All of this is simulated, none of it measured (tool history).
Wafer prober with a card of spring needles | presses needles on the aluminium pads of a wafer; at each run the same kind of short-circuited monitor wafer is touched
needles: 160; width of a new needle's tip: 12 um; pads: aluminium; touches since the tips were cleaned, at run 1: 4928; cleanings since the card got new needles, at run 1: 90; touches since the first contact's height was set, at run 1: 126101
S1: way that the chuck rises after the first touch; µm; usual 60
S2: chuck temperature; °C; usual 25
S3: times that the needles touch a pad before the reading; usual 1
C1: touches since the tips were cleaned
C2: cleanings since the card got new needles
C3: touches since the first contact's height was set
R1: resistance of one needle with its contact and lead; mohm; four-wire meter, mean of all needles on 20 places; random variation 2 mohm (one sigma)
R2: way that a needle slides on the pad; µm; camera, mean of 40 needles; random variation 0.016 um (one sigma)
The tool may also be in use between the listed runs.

| run | hour | S1 | S2 | S3 | C1 | C2 | C3 | R1 | R2 |
|---|---|---|---|---|---|---|---|---|---|
| 1 | 0 | 60 | 25 | 1 | 4928 | 90 | 126101 | 219 | 10.07 |
|  | 11.5 | tips cleaned on abrasive film |
|  | 38.9 | tips cleaned on abrasive film |
| 2 | 59.6 | 60 | 25 | 1 | 7480 | 92 | 147538 | 221 | 10.11 |
|  | 64 | tips cleaned on abrasive film |
|  | 88.7 | tips cleaned on abrasive film |
|  | 103.3 | height of the first contact set anew |
|  | 113.6 | tips cleaned on abrasive film |
| 3 | 119.9 | 60 | 25 | 1 | 2265 | 95 | 5932 | 217 | 10.08 |
|  | 138.3 | tips cleaned on abrasive film |
| 4 | 155.7 | 60 | 25 | 1 | 6291 | 96 | 18834 | 223 | 10.09 |
|  | 167.5 | tips cleaned on abrasive film |
|  | 194.8 | tips cleaned on abrasive film |
| 5 | 196 | 60 | 111 | 1 | 428 | 98 | 33308 | 249 | 10.09 |
|  | 222.9 | tips cleaned on abrasive film |
|  | 250.8 | tips cleaned on abrasive film |
| 6 | 257.1 | 60 | 111 | 1 | 2277 | 100 | 55279 | 241 | 10.1 |
|  | 276.7 | tips cleaned on abrasive film |
|  | 304.6 | tips cleaned on abrasive film |
| 7 | 324.2 | 60 | 111 | 1 | 7076 | 102 | 79446 | 246 | 10.13 |
|  | 329.5 | tips cleaned on abrasive film |
|  | 354.9 | tips cleaned on abrasive film |
| 8 | 364.3 | 60 | 25 | 1 | 3389 | 104 | 93831 | 216 | 10.13 |
|  | 381.8 | tips cleaned on abrasive film |
|  | 407.5 | tips cleaned on abrasive film |
| 9 | 409.9 | 60 | 25 | 1 | 847 | 106 | 110219 | 221 | 10.13 |
|  | 434.2 | tips cleaned on abrasive film |
|  | 463.4 | tips cleaned on abrasive film |
| 10 | 476 | 60 | 25 | 1 | 4555 | 108 | 134018 | 219 | 10.16 |
|  | 491.4 | tips cleaned on abrasive film |
|  | 517.7 | tips cleaned on abrasive film |
|  | 544.4 | tips cleaned on abrasive film |
| 11 | 548.8 | 60 | 25 | 1 | 1579 | 111 | 160198 | 217 | 10.13 |
|  | 555.2 | height of the first contact set anew |
|  | 570.3 | tips cleaned on abrasive film |
|  | 598.6 | tips cleaned on abrasive film |
| 12 | 613.3 | 60 | 25 | 1 | 5305 | 113 | 20888 | 220 | 10.17 |
|  | 625.8 | tips cleaned on abrasive film |
|  | 651.1 | tips cleaned on abrasive film |
| 13 | 654.2 | 60 | 25 | 1 | 1093 | 115 | 35565 | 219 | 10.21 |
|  | 678.4 | tips cleaned on abrasive film |
| 14 | 695.8 | 60 | 25 | 1 | 6273 | 116 | 50562 | 220 | 10.15 |
|  | 703.6 | tips cleaned on abrasive film |
|  | 729 | tips cleaned on abrasive film |
|  | 757.8 | tips cleaned on abrasive film |
| 15 | 764 | 60 | 79 | 1 | 2243 | 119 | 75086 | 233 | 10.21 |
|  | 783.9 | tips cleaned on abrasive film |
|  | 812.6 | tips cleaned on abrasive film |
| 16 | 814.8 | 60 | 79 | 1 | 821 | 121 | 93347 | 238 | 10.2 |
|  | 833.1 | gauge calibrated |
|  | 837.2 | tips cleaned on abrasive film |
|  | 866.2 | tips cleaned on abrasive film |
| 17 | 889.2 | 60 | 79 | 1 | 8314 | 123 | 120118 | 236 | 10.09 |
|  | 892.9 | tips cleaned on abrasive film |
|  | 918.4 | tips cleaned on abrasive film |
|  | 943.6 | tips cleaned on abrasive film |
| 18 | 948.4 | 76 | 29 | 2 | 1729 | 126 | 141378 | 214 | 12.78 |
|  | 969.4 | tips cleaned on abrasive film |
|  | 998.6 | tips cleaned on abrasive film |
|  | 1008.3 | height of the first contact set anew |
| 19 | 1020.3 | 76 | 74 | 3 | 7758 | 128 | 4341 | 227 | 12.8 |
|  | 1026.5 | tips cleaned on abrasive film |
|  | 1052.9 | tips cleaned on abrasive film |
| 20 | 1075.2 | 76 | 74 | 3 | 8042 | 130 | 24066 | 227 | 12.79 |
|  | 1080.3 | tips cleaned on abrasive film |
|  | 1105.7 | tips cleaned on abrasive film |
|  | 1131.5 | tips cleaned on abrasive film |
| 21 | 1137.5 | 76 | 59 | 3 | 2159 | 133 | 46438 | 227 | 12.81 |
|  | 1157.7 | tips cleaned on abrasive film |
|  | 1183.3 | tips cleaned on abrasive film |
|  | 1208.7 | tips cleaned on abrasive film |
| 22 | 1209.9 | 76 | 59 | 3 | 419 | 136 | 72461 | 221 | 12.82 |
|  | 1237.3 | tips cleaned on abrasive film |
|  | 1264.3 | tips cleaned on abrasive film |
| 23 | 1274 | 59 | 25 | 2 | 3501 | 138 | 95539 | 219 | 9.97 |
|  | 1291.2 | tips cleaned on abrasive film |
| 24 | 1311.2 | 59 | 25 | 2 | 7222 | 139 | 108946 | 221 | 9.97 |
|  | 1317.4 | tips cleaned on abrasive film |
|  | 1344.2 | tips cleaned on abrasive film |
|  | 1372.3 | tips cleaned on abrasive film |
| 25 | 1378.2 | 54 | 82 | 2 | 2151 | 142 | 133026 | 236 | 9.14 |
|  | 1396.9 | tips cleaned on abrasive film |
|  | 1422.5 | tips cleaned on abrasive film |
| 26 | 1428.4 | 75 | 100 | 1 | 2114 | 144 | 151043 | 231 | 12.73 |
|  | 1449.3 | tips cleaned on abrasive film |
|  | 1461.1 | height of the first contact set anew |
|  | 1477.2 | tips cleaned on abrasive film |
|  | 1503.1 | tips cleaned on abrasive film |
| 27 | 1503.1 | 66 | 35 | 1 | 0 | 147 | 15077 | 222 | 11.19 |
|  | 1528.5 | tips cleaned on abrasive film |
|  | 1554 | tips cleaned on abrasive film |
| 28 | 1554.5 | 66 | 35 | 1 | 176 | 149 | 33556 | 220 | 11.22 |
|  | 1580.9 | tips cleaned on abrasive film |
| 29 | 1602 | 71 | 45 | 3 | 7610 | 150 | 50679 | 223 | 12.09 |

4 ways to go on from here, each from the tool as it stands after run 29. What would each give?
|  | 1607.3 | tips cleaned on abrasive film |
|  | 1634.9 | tips cleaned on abrasive film |
|  | 1660.3 | tips cleaned on abrasive film |
| A | 1674.3 | 69 | 89 | 3 | 5033 | 153 | 76667 | ? | ? |
|  | 1607.3 | tips cleaned on abrasive film |
|  | 1634.9 | tips cleaned on abrasive film |
|  | 1660.3 | tips cleaned on abrasive film |
| B | 1674.3 | 47 | 83 | 3 | 5033 | 153 | 76667 | ? | ? |
|  | 1607.3 | tips cleaned on abrasive film |
|  | 1634.9 | tips cleaned on abrasive film |
|  | 1660.3 | tips cleaned on abrasive film |
| C | 1674.3 | 68 | 51 | 1 | 5033 | 153 | 76667 | ? | ? |
|  | 1607.3 | tips cleaned on abrasive film |
|  | 1634.9 | tips cleaned on abrasive film |
|  | 1660.3 | tips cleaned on abrasive film |
| D | 1674.3 | 60 | 25 | 2 | 5033 | 153 | 76667 | ? | ? |

| run | R1 | R2 |
|---|---|---|
| A | 233 | 11.72 |
| B | 243 | 8 |
| C | 225 | 11.6 |
| D | 218 | 10.2 |
Without the tool's hidden state the same runs would have given:
| run | R1 | R2 |
|---|---|---|
| A | 233 | 11.57 |
| B | 243 | 7.9 |
| C | 224 | 11.45 |
| D | 218 | 10.06 |
